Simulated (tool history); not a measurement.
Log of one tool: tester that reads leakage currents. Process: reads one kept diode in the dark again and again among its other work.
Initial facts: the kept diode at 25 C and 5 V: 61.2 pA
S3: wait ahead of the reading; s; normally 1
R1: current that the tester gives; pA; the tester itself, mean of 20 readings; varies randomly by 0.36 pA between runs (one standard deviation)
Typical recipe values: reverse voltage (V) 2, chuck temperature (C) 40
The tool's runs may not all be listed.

run 1 hour=0 | reverse_voltage_(V)=2 chuck_temperature_(C)=40 S3=1 | R1=115.52
run 2 hour=141.1 | reverse_voltage_(V)=2 chuck_temperature_(C)=21 S3=1 | R1=32.54
run 3 hour=296.6 | reverse_voltage_(V)=2 chuck_temperature_(C)=21 S3=1 | R1=32.5
run 4 hour=432.6 | reverse_voltage_(V)=7.55 chuck_temperature_(C)=40 S3=1 | R1=203.56
-- hour=626.1 chuck's temperature calibrated
run 5 hour=638.9 | reverse_voltage_(V)=2 chuck_temperature_(C)=40 S3=1 | R1=121.16
run 6 hour=792.4 | reverse_voltage_(V)=2 chuck_temperature_(C)=40 S3=1 | R1=120.8
run 7 hour=988.2 | reverse_voltage_(V)=2 chuck_temperature_(C)=40 S3=1 | R1=120.15
run 8 hour=1198.4 | reverse_voltage_(V)=2 chuck_temperature_(C)=40 S3=1.39 | R1=119.61
run 9 hour=1393.5 | reverse_voltage_(V)=2 chuck_temperature_(C)=40 S3=1.39 | R1=118.79
run 10 hour=1524.8 | reverse_voltage_(V)=2 chuck_temperature_(C)=40 S3=1.39 | R1=118.04
run 11 hour=1679.5 | reverse_voltage_(V)=2 chuck_temperature_(C)=40 S3=3.49 | R1=117.05
run 12 hour=1797.6 | reverse_voltage_(V)=2 chuck_temperature_(C)=40 S3=3.49 | R1=117.03
run 13 hour=1931.9 | reverse_voltage_(V)=2.3 chuck_temperature_(C)=28 S3=3.49 | R1=56.98
run 14 hour=2113.2 | reverse_voltage_(V)=2.3 chuck_temperature_(C)=28 S3=3.49 | R1=56.61
run 15 hour=2296.2 | reverse_voltage_(V)=12.23 chuck_temperature_(C)=49 S3=3.49 | R1=442.2
run 16 hour=2399.9 | reverse_voltage_(V)=15.89 chuck_temperature_(C)=29 S3=1.7 | R1=158.85
run 17 hour=2586 | reverse_voltage_(V)=15.89 chuck_temperature_(C)=29 S3=1.7 | R1=160.93
-- hour=2793.3 chuck's temperature calibrated
run 18 hour=2795.1 | reverse_voltage_(V)=1.96 chuck_temperature_(C)=55 S3=2.65 | R1=309.98
run 19 hour=2985.9 | reverse_voltage_(V)=1.96 chuck_temperature_(C)=55 S3=1.38 | R1=308.93
run 20 hour=3104.8 | reverse_voltage_(V)=2.63 chuck_temperature_(C)=36 S3=1 | R1=110.53
-- hour=3120.9 probe card cleaned and baked
run 21 hour=3308.8 | reverse_voltage_(V)=13.12 chuck_temperature_(C)=40 S3=1 | R1=265
run 22 hour=3507.6 | reverse_voltage_(V)=1.42 chuck_temperature_(C)=43 S3=4.44 | R1=125.42
run 23 hour=3690.6 | reverse_voltage_(V)=2 chuck_temperature_(C)=40 S3=2.64 | R1=118.68

Alternative continuations, all from the tool just after run 23; predict every row:
run A hour=3891.1 | reverse_voltage_(V)=3.3 chuck_temperature_(C)=44 S3=0.54 | R1=?
run B hour=3891.1 | reverse_voltage_(V)=8.78 chuck_temperature_(C)=60 S3=7.22 | R1=?
run C hour=3891.1 | reverse_voltage_(V)=1.02 chuck_temperature_(C)=48 S3=2.64 | R1=?
run D hour=3891.1 | reverse_voltage_(V)=16.92 chuck_temperature_(C)=40 S3=1 | R1=?
run E hour=3891.1 | reverse_voltage_(V)=2 chuck_temperature_(C)=34 S3=1 | R1=?

run=A R1=188.97
run=B R1=741.03
run=C R1=148.06
run=D R1=294.25
run=E R1=79.85
The same runs, with their run-to-run variation unchanged, on a tool lacking any hidden condition would have given:
run=A R1=188.97
run=B R1=740.75
run=C R1=148.6
run=D R1=289.88
run=E R1=79.79
